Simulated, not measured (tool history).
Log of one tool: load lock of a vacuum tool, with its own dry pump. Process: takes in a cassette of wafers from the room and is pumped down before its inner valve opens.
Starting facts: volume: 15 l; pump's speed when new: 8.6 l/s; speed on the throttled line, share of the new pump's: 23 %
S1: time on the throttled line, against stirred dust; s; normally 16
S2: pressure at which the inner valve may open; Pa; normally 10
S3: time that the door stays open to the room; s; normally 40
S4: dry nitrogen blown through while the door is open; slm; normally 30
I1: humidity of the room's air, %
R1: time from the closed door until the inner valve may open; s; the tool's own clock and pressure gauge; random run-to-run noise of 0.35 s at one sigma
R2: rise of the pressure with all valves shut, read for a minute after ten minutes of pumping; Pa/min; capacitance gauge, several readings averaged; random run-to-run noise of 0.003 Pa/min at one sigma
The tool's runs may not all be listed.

run 1 hour=0.0 | S1=16 S2=10 S3=40 S4=30 | I1=43.8 | R1=28.5 R2=0.041
run 2 hour=97.5 | S1=10 S2=10 S3=40 S4=30 | I1=45.6 | R1=23.4 R2=0.045
run 3 hour=147.4 | S1=16 S2=10 S3=40 S4=28 | I1=45.9 | R1=28.6 R2=0.043
run 4 hour=222.8 | S1=16 S2=10 S3=156 S4=28 | I1=43.5 | R1=28.4 R2=0.079
run 5 hour=343.3 | S1=19 S2=10 S3=40 S4=30 | I1=46.6 | R1=30.9 R2=0.047
run 6 hour=451.4 | S1=19 S2=10 S3=40 S4=30 | I1=41.6 | R1=30.2 R2=0.043
run 7 hour=571.0 | S1=19 S2=10 S3=40 S4=30 | I1=42.7 | R1=30.6 R2=0.042
run 8 hour=671.0 | S1=16 S2=12 S3=40 S4=30 | I1=43.0 | R1=28.0 R2=0.044
run 9 hour=756.3 | S1=16 S2=12 S3=40 S4=30 | I1=44.9 | R1=28.3 R2=0.047
run 10 hour=834.0 | S1=16 S2=10 S3=40 S4=6 | I1=45.2 | R1=28.7 R2=0.063
run 11 hour=933.6 | S1=16 S2=10 S3=40 S4=6 | I1=50.2 | R1=29.0 R2=0.071
run 12 hour=983.9 | S1=16 S2=10 S3=40 S4=6 | I1=44.1 | R1=28.9 R2=0.060
run 13 hour=1084.3 | S1=12 S2=10 S3=40 S4=6 | I1=45.0 | R1=26.1 R2=0.066
run 14 hour=1172.3 | S1=16 S2=10 S3=40 S4=36 | I1=43.7 | R1=28.7 R2=0.045
run 15 hour=1233.3 | S1=16 S2=9 S3=40 S4=30 | I1=46.1 | R1=29.0 R2=0.047
run 16 hour=1310.7 | S1=16 S2=12 S3=40 S4=30 | I1=46.8 | R1=27.8 R2=0.051
run 17 hour=1391.8 | S1=14 S2=9 S3=40 S4=19 | I1=45.4 | R1=27.4 R2=0.053
run 18 hour=1444.4 | S1=14 S2=9 S3=40 S4=19 | I1=44.8 | R1=27.5 R2=0.051
run 19 hour=1505.2 | S1=11 S2=10 S3=27 S4=30 | I1=47.9 | R1=24.8 R2=0.047
run 20 hour=1606.3 | S1=22 S2=10 S3=105 S4=12 | I1=47.1 | R1=32.6 R2=0.094
run 21 hour=1715.0 | S1=16 S2=10 S3=40 S4=7 | I1=44.2 | R1=28.6 R2=0.059
run 22 hour=1777.0 | S1=16 S2=11 S3=49 S4=23 | I1=48.4 | R1=28.5 R2=0.056
run 23 hour=1862.9 | S1=10 S2=17 S3=40 S4=30 | I1=44.1 | R1=23.2 R2=0.047
run 24 hour=1969.1 | S1=9 S2=7 S3=35 S4=30 | I1=45.4 | R1=24.4 R2=0.046
run 25 hour=2074.4 | S1=9 S2=7 S3=31 S4=8 | I1=48.4 | R1=24.5 R2=0.058

Run 26, settings as shown, results not yet in. Your forecast:
run 26 hour=2150.9 | S1=9 S2=7 S3=81 S4=5 | I1=46.8 | R1=? R2=?

{"run 26": {"R1": 24.0, "R2": 0.102}}
Take away the tool's hidden state, keep the run-to-run variation as it was, and the same run would have given R1 23.5 s, R2 0.084 Pa/min.
